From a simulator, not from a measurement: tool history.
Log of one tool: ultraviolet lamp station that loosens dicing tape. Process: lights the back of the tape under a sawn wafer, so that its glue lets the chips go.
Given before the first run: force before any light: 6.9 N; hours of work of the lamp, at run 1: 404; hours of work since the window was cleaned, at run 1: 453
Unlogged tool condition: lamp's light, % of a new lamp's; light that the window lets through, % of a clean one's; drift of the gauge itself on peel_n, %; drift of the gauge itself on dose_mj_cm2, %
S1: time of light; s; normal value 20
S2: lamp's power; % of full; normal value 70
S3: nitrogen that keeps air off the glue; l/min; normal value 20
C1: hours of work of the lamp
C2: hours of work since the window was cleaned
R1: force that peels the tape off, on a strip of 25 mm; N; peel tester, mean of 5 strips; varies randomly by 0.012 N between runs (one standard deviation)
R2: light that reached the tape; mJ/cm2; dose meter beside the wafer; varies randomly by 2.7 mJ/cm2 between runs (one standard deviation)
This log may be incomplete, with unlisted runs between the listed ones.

{"run": 1, "hour": 0.0, "S1": 20, "S2": 70, "S3": 20, "C1": 404, "C2": 453, "R1": 0.584, "R2": 366}
{"run": 2, "hour": 25.0, "S1": 20, "S2": 70, "S3": 7, "C1": 417, "C2": 466, "R1": 1.253, "R2": 370}
{"hour": 36.7, "done": "window cleaned of glue's vapour"}
{"run": 3, "hour": 43.3, "S1": 20, "S2": 70, "S3": 20, "C1": 426, "C2": 3, "R1": 0.57, "R2": 373}
{"run": 4, "hour": 74.2, "S1": 20, "S2": 70, "S3": 20, "C1": 441, "C2": 19, "R1": 0.569, "R2": 374}
{"run": 5, "hour": 103.6, "S1": 20, "S2": 70, "S3": 11, "C1": 455, "C2": 33, "R1": 0.884, "R2": 368}
{"run": 6, "hour": 143.5, "S1": 20, "S2": 70, "S3": 11, "C1": 475, "C2": 53, "R1": 0.89, "R2": 374}
{"run": 7, "hour": 169.6, "S1": 20, "S2": 70, "S3": 11, "C1": 488, "C2": 66, "R1": 0.885, "R2": 376}
{"run": 8, "hour": 194.1, "S1": 20, "S2": 70, "S3": 11, "C1": 500, "C2": 78, "R1": 0.901, "R2": 371}
{"run": 9, "hour": 231.9, "S1": 20, "S2": 70, "S3": 11, "C1": 519, "C2": 97, "R1": 0.891, "R2": 375}
{"run": 10, "hour": 257.9, "S1": 20, "S2": 70, "S3": 11, "C1": 532, "C2": 110, "R1": 0.843, "R2": 369}
{"run": 11, "hour": 278.2, "S1": 20, "S2": 69, "S3": 20, "C1": 542, "C2": 120, "R1": 0.56, "R2": 363}
{"run": 12, "hour": 296.6, "S1": 20, "S2": 69, "S3": 20, "C1": 551, "C2": 129, "R1": 0.569, "R2": 370}
{"run": 13, "hour": 315.5, "S1": 20, "S2": 69, "S3": 20, "C1": 560, "C2": 138, "R1": 0.574, "R2": 365}
{"run": 14, "hour": 335.4, "S1": 20, "S2": 69, "S3": 20, "C1": 570, "C2": 148, "R1": 0.595, "R2": 368}
{"run": 15, "hour": 372.1, "S1": 20, "S2": 70, "S3": 20, "C1": 589, "C2": 166, "R1": 0.568, "R2": 373}
{"run": 16, "hour": 412.7, "S1": 20, "S2": 70, "S3": 8, "C1": 609, "C2": 186, "R1": 1.159, "R2": 375}
{"run": 17, "hour": 430.8, "S1": 20, "S2": 70, "S3": 20, "C1": 618, "C2": 195, "R1": 0.574, "R2": 372}
{"run": 18, "hour": 454.5, "S1": 20, "S2": 70, "S3": 20, "C1": 629, "C2": 207, "R1": 0.57, "R2": 377}
{"run": 19, "hour": 488.0, "S1": 15, "S2": 69, "S3": 9, "C1": 646, "C2": 224, "R1": 1.661, "R2": 275}

For run 20, what comes out?
{"run": 20, "hour": 508.4, "S1": 15, "S2": 69, "S3": 9, "C1": 656, "C2": 234, "R1": "?", "R2": "?"}

For run 20 the tool returned R1 1.607 N, R2 274 mJ/cm2.
If the tool had no hidden condition, the same run with the same run-to-run variation would have returned R1 1.601 N, R2 275 mJ/cm2.

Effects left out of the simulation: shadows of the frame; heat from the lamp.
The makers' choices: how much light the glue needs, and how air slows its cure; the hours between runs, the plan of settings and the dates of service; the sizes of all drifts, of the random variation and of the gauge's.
